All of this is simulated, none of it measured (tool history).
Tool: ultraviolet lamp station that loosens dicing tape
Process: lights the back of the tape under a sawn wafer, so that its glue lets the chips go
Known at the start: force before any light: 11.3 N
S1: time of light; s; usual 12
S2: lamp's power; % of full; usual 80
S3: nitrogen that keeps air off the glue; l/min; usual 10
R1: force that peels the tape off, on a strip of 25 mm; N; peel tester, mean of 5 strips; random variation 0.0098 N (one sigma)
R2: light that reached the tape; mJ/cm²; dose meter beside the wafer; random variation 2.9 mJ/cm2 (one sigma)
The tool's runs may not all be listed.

| run | hour | S1 | S2 | S3 | R1 | R2 |
|---|---|---|---|---|---|---|
| 1 | 0 | 12 | 80 | 10 | 0.562 | 374 |
| 2 | 48 | 10 | 80 | 10 | 0.91 | 304 |
| 3 | 74.5 | 10 | 80 | 10 | 0.906 | 307 |
| 4 | 138.6 | 12 | 80 | 10 | 0.614 | 367 |
| 5 | 167.7 | 12 | 80 | 10 | 0.615 | 359 |
| 6 | 207.6 | 12 | 80 | 10 | 0.621 | 356 |
| 7 | 270.2 | 12 | 80 | 10 | 0.65 | 353 |
| 8 | 323.9 | 12 | 80 | 10 | 0.63 | 352 |
| 9 | 355.6 | 12 | 80 | 13 | 0.555 | 345 |
| 10 | 383.5 | 8 | 80 | 10 | 1.561 | 231 |
| 11 | 424.4 | 8 | 80 | 5 | 2.305 | 227 |
| 12 | 474 | 8 | 80 | 5 | 2.424 | 226 |
| 13 | 532.1 | 8 | 80 | 5 | 2.396 | 227 |
| 14 | 568.3 | 8 | 80 | 5 | 2.447 | 223 |
| 15 | 608.2 | 12 | 80 | 10 | 0.742 | 336 |
|  | 660.1 | window cleaned of glue's vapour |
| 16 | 671.5 | 12 | 80 | 10 | 0.627 | 359 |
| 17 | 718.2 | 12 | 80 | 10 | 0.624 | 359 |
| 18 | 744.9 | 12 | 80 | 10 | 0.652 | 351 |
| 19 | 784.8 | 12 | 80 | 10 | 0.661 | 348 |
| 20 | 847.3 | 9 | 80 | 10 | 1.277 | 261 |
| 21 | 892.3 | 9 | 80 | 10 | 1.3 | 262 |
| 22 | 936.3 | 12 | 80 | 12 | 0.632 | 342 |
| 23 | 990.3 | 12 | 80 | 20 | 0.492 | 336 |
| 24 | 1046.4 | 12 | 80 | 3 | 1.664 | 332 |
| 25 | 1079.8 | 12 | 80 | 3 | 1.706 | 332 |
| 26 | 1116.9 | 12 | 80 | 3 | 1.717 | 325 |
| 27 | 1147.9 | 12 | 71 | 5 | 1.59 | 289 |
| 28 | 1195.6 | 12 | 71 | 5 | 1.595 | 290 |
| 29 | 1225.3 | 12 | 80 | 3 | 1.817 | 321 |
| 30 | 1273.2 | 12 | 81 | 3 | 1.725 | 325 |
| 31 | 1306 | 12 | 81 | 3 | 1.779 | 324 |
| 32 | 1365.3 | 18 | 74 | 6 | 0.571 | 436 |
| 33 | 1427.3 | 20 | 63 | 7 | 0.592 | 410 |
| 34 | 1454.5 | 7 | 75 | 7 | 3.033 | 169 |
| 35 | 1511.2 | 19 | 82 | 10 | 0.294 | 499 |
| 36 | 1566.3 | 19 | 82 | 10 | 0.314 | 496 |
| 37 | 1606.9 | 12 | 71 | 17 | 0.906 | 265 |
| 38 | 1643.8 | 9 | 75 | 17 | 1.526 | 211 |
| 39 | 1689.6 | 9 | 75 | 17 | 1.474 | 208 |
| 40 | 1729.7 | 9 | 75 | 17 | 1.546 | 204 |
| 41 | 1784.1 | 7 | 80 | 10 | 2.601 | 168 |
| 42 | 1839.8 | 12 | 83 | 9 | 1.043 | 296 |
| 43 | 1884.9 | 12 | 94 | 9 | 0.777 | 335 |

Hidden state or all else? Some run-to-run changes of R1, split into what the settings, what came in and random variation would give without the hidden state, and what is left for the hidden state (with any gauge scatter that isn't in both results):
The hidden state here: lamp's light, % of a new lamp's; light that the window lets through, % of a clean one's; drift of the gauge itself on peel_n, %; drift of the gauge itself on dose_mj_cm2, %.
Run 14 -> 15: S1 8 -> 12, S3 5 -> 10. R1 -1.705 N: hidden state -0.475, all else -1.23.
Run 33 -> 34: S1 20 -> 7, S2 63 -> 75. R1 +2.441 N: hidden state +0.85, all else +1.591.
Run 34 -> 35: S1 7 -> 19, S2 75 -> 82, S3 7 -> 10. R1 -2.739 N: hidden state -1.035, all else -1.704.
Run 41 -> 42: S1 7 -> 12, S2 80 -> 83, S3 10 -> 9. R1 -1.558 N: hidden state -0.616, all else -0.942.
